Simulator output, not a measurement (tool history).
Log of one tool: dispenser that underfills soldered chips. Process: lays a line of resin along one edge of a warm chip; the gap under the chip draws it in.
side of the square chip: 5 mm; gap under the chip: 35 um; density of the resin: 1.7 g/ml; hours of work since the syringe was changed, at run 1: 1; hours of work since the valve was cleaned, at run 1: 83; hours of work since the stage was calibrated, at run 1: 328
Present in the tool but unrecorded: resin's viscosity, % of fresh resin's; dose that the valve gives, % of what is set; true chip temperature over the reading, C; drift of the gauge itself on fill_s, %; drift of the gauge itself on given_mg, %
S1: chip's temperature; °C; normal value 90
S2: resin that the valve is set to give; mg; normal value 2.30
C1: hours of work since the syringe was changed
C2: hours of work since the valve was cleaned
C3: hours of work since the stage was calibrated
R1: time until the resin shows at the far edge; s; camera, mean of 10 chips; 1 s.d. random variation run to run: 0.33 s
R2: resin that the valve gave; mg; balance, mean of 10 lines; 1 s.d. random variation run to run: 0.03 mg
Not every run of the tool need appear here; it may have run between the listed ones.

run 1 hour=0.0 | S1=90 S2=2.30 | C1=1 C2=83 C3=328 | R1=16.3 R2=2.13
run 2 hour=6.5 | S1=81 S2=2.30 | C1=5 C2=87 C3=332 | R1=31.7 R2=2.13
-- hour=9.1 new syringe of resin
-- hour=20.1 new syringe of resin
run 3 hour=22.4 | S1=81 S2=2.30 | C1=1 C2=97 C3=341 | R1=23.2 R2=2.06
-- hour=31.2 new syringe of resin
run 4 hour=32.5 | S1=81 S2=2.30 | C1=1 C2=103 C3=347 | R1=22.9 R2=2.13
-- hour=41.8 new syringe of resin
run 5 hour=43.6 | S1=81 S2=2.30 | C1=1 C2=109 C3=354 | R1=22.9 R2=2.07
-- hour=48.0 dispensing valve cleaned and set on the balance
-- hour=53.0 new syringe of resin
run 6 hour=60.2 | S1=81 S2=2.13 | C1=4 C2=7 C3=363 | R1=28.6 R2=2.15
-- hour=63.9 new syringe of resin
-- hour=74.2 new syringe of resin
run 7 hour=76.1 | S1=91 S2=2.30 | C1=1 C2=17 C3=373 | R1=16.4 R2=2.22
-- hour=85.0 new syringe of resin
run 8 hour=89.8 | S1=90 S2=2.30 | C1=3 C2=25 C3=381 | R1=18.9 R2=2.19
-- hour=95.3 new syringe of resin
run 9 hour=101.4 | S1=90 S2=2.30 | C1=4 C2=32 C3=388 | R1=21.4 R2=2.25
-- hour=105.5 new syringe of resin
run 10 hour=110.3 | S1=90 S2=2.30 | C1=3 C2=37 C3=393 | R1=19.9 R2=2.23
-- hour=115.8 new syringe of resin
run 11 hour=120.4 | S1=90 S2=2.62 | C1=3 C2=43 C3=399 | R1=18.6 R2=2.56
-- hour=127.0 new syringe of resin
run 12 hour=135.4 | S1=90 S2=2.62 | C1=5 C2=53 C3=409 | R1=23.4 R2=2.45
-- hour=138.1 new syringe of resin
run 13 hour=144.0 | S1=99 S2=2.62 | C1=4 C2=58 C3=414 | R1=15.5 R2=2.44
-- hour=149.2 new syringe of resin
run 14 hour=157.3 | S1=84 S2=2.30 | C1=5 C2=66 C3=422 | R1=27.8 R2=2.15
-- hour=159.4 new syringe of resin
-- hour=170.5 new syringe of resin
run 15 hour=172.8 | S1=84 S2=2.30 | C1=1 C2=75 C3=431 | R1=20.6 R2=2.14
-- hour=181.1 new syringe of resin
run 16 hour=183.3 | S1=84 S2=2.30 | C1=1 C2=81 C3=437 | R1=21.3 R2=2.08
-- hour=192.4 new syringe of resin
run 17 hour=198.2 | S1=84 S2=2.30 | C1=4 C2=90 C3=446 | R1=26.5 R2=2.10
-- hour=203.3 new syringe of resin
run 18 hour=207.3 | S1=84 S2=2.30 | C1=2 C2=96 C3=452 | R1=24.0 R2=2.15
-- hour=213.8 new syringe of resin
run 19 hour=221.3 | S1=94 S2=2.05 | C1=5 C2=104 C3=460 | R1=20.8 R2=1.83
-- hour=224.3 new syringe of resin
-- hour=234.4 dispensing valve cleaned and set on the balance
-- hour=235.7 new syringe of resin
run 20 hour=235.9 | S1=94 S2=2.60 | C1=0 C2=1 C3=468 | R1=13.0 R2=2.62
run 21 hour=242.4 | S1=95 S2=2.65 | C1=4 C2=5 C3=472 | R1=18.2 R2=2.67
-- hour=246.3 new syringe of resin
-- hour=256.8 new syringe of resin
run 22 hour=258.1 | S1=78 S2=2.65 | C1=1 C2=14 C3=482 | R1=24.8 R2=2.59
run 23 hour=264.4 | S1=95 S2=2.30 | C1=5 C2=18 C3=485 | R1=18.9 R2=2.28
-- hour=267.8 new syringe of resin
-- hour=278.3 new syringe of resin
run 24 hour=279.2 | S1=97 S2=2.30 | C1=1 C2=27 C3=494 | R1=12.9 R2=2.26
-- hour=288.8 new syringe of resin
run 25 hour=290.2 | S1=86 S2=2.78 | C1=1 C2=33 C3=501 | R1=19.0 R2=2.72
-- hour=299.1 new syringe of resin
run 26 hour=302.4 | S1=101 S2=2.72 | C1=2 C2=41 C3=508 | R1=13.1 R2=2.61
-- hour=309.7 new syringe of resin
run 27 hour=310.3 | S1=95 S2=2.49 | C1=0 C2=45 C3=513 | R1=13.4 R2=2.39
run 28 hour=317.3 | S1=77 S2=2.15 | C1=5 C2=50 C3=517 | R1=36.5 R2=2.05
-- hour=320.5 new syringe of resin
run 29 hour=328.0 | S1=89 S2=2.90 | C1=5 C2=56 C3=524 | R1=23.1 R2=2.76
-- hour=330.9 new syringe of resin
run 30 hour=335.9 | S1=89 S2=2.90 | C1=3 C2=61 C3=528 | R1=20.7 R2=2.78
-- hour=341.6 new syringe of resin
run 31 hour=347.6 | S1=79 S2=2.74 | C1=4 C2=68 C3=535 | R1=31.1 R2=2.58
-- hour=352.1 new syringe of resin
run 32 hour=355.3 | S1=77 S2=2.15 | C1=2 C2=73 C3=540 | R1=30.1 R2=1.99
-- hour=363.2 new syringe of resin
run 33 hour=363.2 | S1=77 S2=2.15 | C1=0 C2=77 C3=545 | R1=24.9 R2=2.02
run 34 hour=372.7 | S1=97 S2=2.47 | C1=6 C2=83 C3=551 | R1=19.3 R2=2.22

Describe how what the log doesn't record of the tool's condition differs between the last listed run preceding each entry between runs and the first listed run following it.
After run 2, before run 3: new syringe of resin (hour 9.1); new syringe of resin (hour 20.1)
  resin's viscosity, % of fresh resin's: 151.3 -> 110.4; dose that the valve gives, % of what is set: 92.06 -> 91.24; true chip temperature over the reading, C: -2.41 -> -2.47
  measured minus no-state result, R1: +12.7 -> +4.2 s; R2: -0.18 -> -0.20 mg
After run 3, before run 4: new syringe of resin (hour 31.2)
  resin's viscosity, % of fresh resin's: 110.4 -> 107.4; dose that the valve gives, % of what is set: 91.24 -> 90.71; true chip temperature over the reading, C: -2.47 -> -2.5
  measured minus no-state result, R1: +4.2 -> +3.7 s; R2: -0.20 -> -0.21 mg
After run 4, before run 5: new syringe of resin (hour 41.8)
  resin's viscosity, % of fresh resin's: 107.4 -> 109.8; dose that the valve gives, % of what is set: 90.71 -> 90.1; true chip temperature over the reading, C: -2.5 -> -2.54
  measured minus no-state result, R1: +3.7 -> +4.2 s; R2: -0.21 -> -0.23 mg
After run 5, before run 6: dispensing valve cleaned and set on the balance (hour 48.0); new syringe of resin (hour 53.0)
  resin's viscosity, % of fresh resin's: 109.8 -> 139.8; dose that the valve gives, % of what is set: 90.1 -> 98.88; true chip temperature over the reading, C: -2.54 -> -2.61
  measured minus no-state result, R1: +4.2 -> +10.0 s; R2: -0.23 -> -0.02 mg
After run 6, before run 7: new syringe of resin (hour 63.9); new syringe of resin (hour 74.2)
  resin's viscosity, % of fresh resin's: 139.8 -> 110.6; dose that the valve gives, % of what is set: 98.88 -> 97.98; true chip temperature over the reading, C: -2.61 -> -2.67
  measured minus no-state result, R1: +10.0 -> +2.8 s; R2: -0.02 -> -0.04 mg
After run 7, before run 8: new syringe of resin (hour 85.0)
  resin's viscosity, % of fresh resin's: 110.6 -> 125.8; dose that the valve gives, % of what is set: 97.98 -> 97.21; true chip temperature over the reading, C: -2.67 -> -2.73
  measured minus no-state result, R1: +2.8 -> +5.2 s; R2: -0.04 -> -0.06 mg
After run 8, before run 9: new syringe of resin (hour 95.3)
  resin's viscosity, % of fresh resin's: 125.8 -> 139.2; dose that the valve gives, % of what is set: 97.21 -> 96.56; true chip temperature over the reading, C: -2.73 -> -2.77
  measured minus no-state result, R1: +5.2 -> +7.4 s; R2: -0.06 -> -0.08 mg
After run 9, before run 10: new syringe of resin (hour 105.5)
  resin's viscosity, % of fresh resin's: 139.2 -> 128.3; dose that the valve gives, % of what is set: 96.56 -> 96.12; true chip temperature over the reading, C: -2.77 -> -2.81
  measured minus no-state result, R1: +7.4 -> +5.8 s; R2: -0.08 -> -0.09 mg
After run 10, before run 11: new syringe of resin (hour 115.8)
  resin's viscosity, % of fresh resin's: 128.3 -> 125.8; dose that the valve gives, % of what is set: 96.12 -> 95.61; true chip temperature over the reading, C: -2.81 -> -2.85
  measured minus no-state result, R1: +5.8 -> +5.2 s; R2: -0.09 -> -0.12 mg
After run 11, before run 12: new syringe of resin (hour 127.0)
  resin's viscosity, % of fresh resin's: 125.8 -> 153.8; dose that the valve gives, % of what is set: 95.61 -> 94.75; true chip temperature over the reading, C: -2.85 -> -2.91
  measured minus no-state result, R1: +5.2 -> +9.6 s; R2: -0.12 -> -0.13 mg
After run 12, before run 13: new syringe of resin (hour 138.1)
  resin's viscosity, % of fresh resin's: 153.8 -> 134.6; dose that the valve gives, % of what is set: 94.75 -> 94.3; true chip temperature over the reading, C: -2.91 -> -2.94
  measured minus no-state result, R1: +9.6 -> +5.0 s; R2: -0.13 -> -0.15 mg
After run 13, before run 14: new syringe of resin (hour 149.2)
  resin's viscosity, % of fresh resin's: 134.6 -> 148.2; dose that the valve gives, % of what is set: 94.3 -> 93.55; true chip temperature over the reading, C: -2.94 -> -2.99
  measured minus no-state result, R1: +5.0 -> +11.2 s; R2: -0.15 -> -0.15 mg
After run 14, before run 15: new syringe of resin (hour 159.4); new syringe of resin (hour 170.5)
  resin's viscosity, % of fresh resin's: 148.2 -> 110.7; dose that the valve gives, % of what is set: 93.55 -> 92.7; true chip temperature over the reading, C: -2.99 -> -3.06
  measured minus no-state result, R1: +11.2 -> +4.2 s; R2: -0.15 -> -0.17 mg
After run 15, before run 16: new syringe of resin (hour 181.1)
  resin's viscosity, % of fresh resin's: 110.7 -> 111.9; dose that the valve gives, % of what is set: 92.7 -> 92.15; true chip temperature over the reading, C: -3.06 -> -3.1
  measured minus no-state result, R1: +4.2 -> +4.5 s; R2: -0.17 -> -0.18 mg
After run 16, before run 17: new syringe of resin (hour 192.4)
  resin's viscosity, % of fresh resin's: 111.9 -> 133.4; dose that the valve gives, % of what is set: 92.15 -> 91.34; true chip temperature over the reading, C: -3.1 -> -3.15
  measured minus no-state result, R1: +4.5 -> +8.8 s; R2: -0.18 -> -0.20 mg
After run 17, before run 18: new syringe of resin (hour 203.3)
  resin's viscosity, % of fresh resin's: 133.4 -> 123.6; dose that the valve gives, % of what is set: 91.34 -> 90.84; true chip temperature over the reading, C: -3.15 -> -3.19
  measured minus no-state result, R1: +8.8 -> +6.9 s; R2: -0.20 -> -0.21 mg
After run 18, before run 19: new syringe of resin (hour 213.8)
  resin's viscosity, % of fresh resin's: 123.6 -> 144.8; dose that the valve gives, % of what is set: 90.84 -> 90.04; true chip temperature over the reading, C: -3.19 -> -3.24
  measured minus no-state result, R1: +6.9 -> +8.3 s; R2: -0.21 -> -0.20 mg
After run 19, before run 20: new syringe of resin (hour 224.3); dispensing valve cleaned and set on the balance (hour 234.4); new syringe of resin (hour 235.7)
  resin's viscosity, % of fresh resin's: 144.8 -> 100.7; dose that the valve gives, % of what is set: 90.04 -> 100.11; true chip temperature over the reading, C: -3.24 -> -3.29
  measured minus no-state result, R1: +8.3 -> +1.4 s; R2: -0.20 -> +0.01 mg
After run 21, before run 22: new syringe of resin (hour 246.3); new syringe of resin (hour 256.8)
  resin's viscosity, % of fresh resin's: 138.8 -> 106.6; dose that the valve gives, % of what is set: 99.76 -> 98.96; true chip temperature over the reading, C: -3.32 -> -3.38
  measured minus no-state result, R1: +6.4 -> +4.2 s; R2: -0.01 -> -0.03 mg
After run 23, before run 24: new syringe of resin (hour 267.8); new syringe of resin (hour 278.3)
  resin's viscosity, % of fresh resin's: 146.3 -> 102.9; dose that the valve gives, % of what is set: 98.56 -> 97.82; true chip temperature over the reading, C: -3.4 -> -3.46
  measured minus no-state result, R1: +7.4 -> +1.7 s; R2: -0.04 -> -0.05 mg
After run 24, before run 25: new syringe of resin (hour 288.8)
  resin's viscosity, % of fresh resin's: 102.9 -> 109.4; dose that the valve gives, % of what is set: 97.82 -> 97.22; true chip temperature over the reading, C: -3.46 -> -3.51
  measured minus no-state result, R1: +1.7 -> +3.7 s; R2: -0.05 -> -0.08 mg
After run 25, before run 26: new syringe of resin (hour 299.1)
  resin's viscosity, % of fresh resin's: 109.4 -> 117.6; dose that the valve gives, % of what is set: 97.22 -> 96.61; true chip temperature over the reading, C: -3.51 -> -3.56
  measured minus no-state result, R1: +3.7 -> +3.1 s; R2: -0.08 -> -0.09 mg
After run 26, before run 27: new syringe of resin (hour 309.7)
  resin's viscosity, % of fresh resin's: 117.6 -> 103.2; dose that the valve gives, % of what is set: 96.61 -> 96.17; true chip temperature over the reading, C: -3.56 -> -3.59
  measured minus no-state result, R1: +3.1 -> +1.9 s; R2: -0.09 -> -0.10 mg
After run 28, before run 29: new syringe of resin (hour 320.5)
  resin's viscosity, % of fresh resin's: 146.2 -> 144.5; dose that the valve gives, % of what is set: 95.76 -> 95.15; true chip temperature over the reading, C: -3.61 -> -3.66
  measured minus no-state result, R1: +14.8 -> +8.9 s; R2: -0.09 -> -0.14 mg
After run 29, before run 30: new syringe of resin (hour 330.9)
  resin's viscosity, % of fresh resin's: 144.5 -> 130.1; dose that the valve gives, % of what is set: 95.15 -> 94.74; true chip temperature over the reading, C: -3.66 -> -3.69
  measured minus no-state result, R1: +8.9 -> +6.7 s; R2: -0.14 -> -0.16 mg
After run 30, before run 31: new syringe of resin (hour 341.6)
  resin's viscosity, % of fresh resin's: 130.1 -> 133.7; dose that the valve gives, % of what is set: 94.74 -> 94.09; true chip temperature over the reading, C: -3.69 -> -3.74
  measured minus no-state result, R1: +6.7 -> +10.7 s; R2: -0.16 -> -0.16 mg
After run 31, before run 32: new syringe of resin (hour 352.1)
  resin's viscosity, % of fresh resin's: 133.7 -> 118; dose that the valve gives, % of what is set: 94.09 -> 93.65; true chip temperature over the reading, C: -3.74 -> -3.77
  measured minus no-state result, R1: +10.7 -> +8.1 s; R2: -0.16 -> -0.14 mg
After run 32, before run 33: new syringe of resin (hour 363.2)
  resin's viscosity, % of fresh resin's: 118 -> 99.1; dose that the valve gives, % of what is set: 93.65 -> 93.29; true chip temperature over the reading, C: -3.77 -> -3.79
  measured minus no-state result, R1: +8.1 -> +3.4 s; R2: -0.14 -> -0.14 mg
